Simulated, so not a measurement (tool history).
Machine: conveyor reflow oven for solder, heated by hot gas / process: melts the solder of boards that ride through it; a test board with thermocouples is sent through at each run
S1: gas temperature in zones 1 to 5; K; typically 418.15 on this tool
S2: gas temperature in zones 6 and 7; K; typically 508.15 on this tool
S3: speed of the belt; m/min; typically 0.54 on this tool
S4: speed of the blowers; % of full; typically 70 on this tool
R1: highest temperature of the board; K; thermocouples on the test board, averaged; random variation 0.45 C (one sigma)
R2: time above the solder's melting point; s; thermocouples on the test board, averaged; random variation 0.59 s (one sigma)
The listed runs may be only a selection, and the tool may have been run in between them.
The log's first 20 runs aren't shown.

| run | hour | S1 | S2 | S3 | S4 | R1 | R2 |
|---|---|---|---|---|---|---|---|
| 21 | 549.4 | 418.15 | 511.15 | 0.439 | 70 | 497.05 | 71.5 |
| 22 | 580.6 | 406.15 | 508.15 | 0.54 | 70 | 485.25 | 44.7 |
| 23 | 611.1 | 406.15 | 508.15 | 0.54 | 70 | 486.55 | 45 |
| 24 | 626.8 | 406.15 | 508.15 | 0.54 | 70 | 485.75 | 45.4 |
| 25 | 648.4 | 419.15 | 508.15 | 0.487 | 70 | 490.55 | 59.5 |
| 26 | 676.2 | 418.15 | 508.15 | 0.54 | 55 | 482.65 | 44.2 |
| 27 | 708.7 | 418.15 | 518.15 | 0.54 | 69 | 495.45 | 55.5 |
| 28 | 740.1 | 409.15 | 501.15 | 0.431 | 51 | 480.15 | 52.8 |
| 29 | 766.9 | 418.15 | 508.15 | 0.565 | 70 | 486.55 | 46.8 |
| 30 | 784.6 | 418.15 | 508.15 | 0.483 | 70 | 490.55 | 59.5 |

5 ways to go on from here, each from the tool as it stands after run 30. What would each give?
| A | 806.4 | 418.15 | 498.15 | 0.65 | 70 | ? | ? |
| B | 806.4 | 418.15 | 513.15 | 0.54 | 76 | ? | ? |
| C | 806.4 | 418.15 | 508.15 | 0.54 | 63 | ? | ? |
| D | 806.4 | 418.15 | 509.15 | 0.486 | 58 | ? | ? |
| E | 806.4 | 418.15 | 502.15 | 0.54 | 70 | ? | ? |

| run | R1 | R2 |
|---|---|---|
| A | 473.25 | 29 |
| B | 493.35 | 53.7 |
| C | 485.05 | 48 |
| D | 488.15 | 56.8 |
| E | 482.75 | 46.4 |
Without the tool's unlogged condition, the same runs would have read:
| run | R1 | R2 |
|---|---|---|
| A | 475.55 | 31.1 |
| B | 495.85 | 54.2 |
| C | 487.25 | 49 |
| D | 490.25 | 57.5 |
| E | 485.15 | 47.7 |
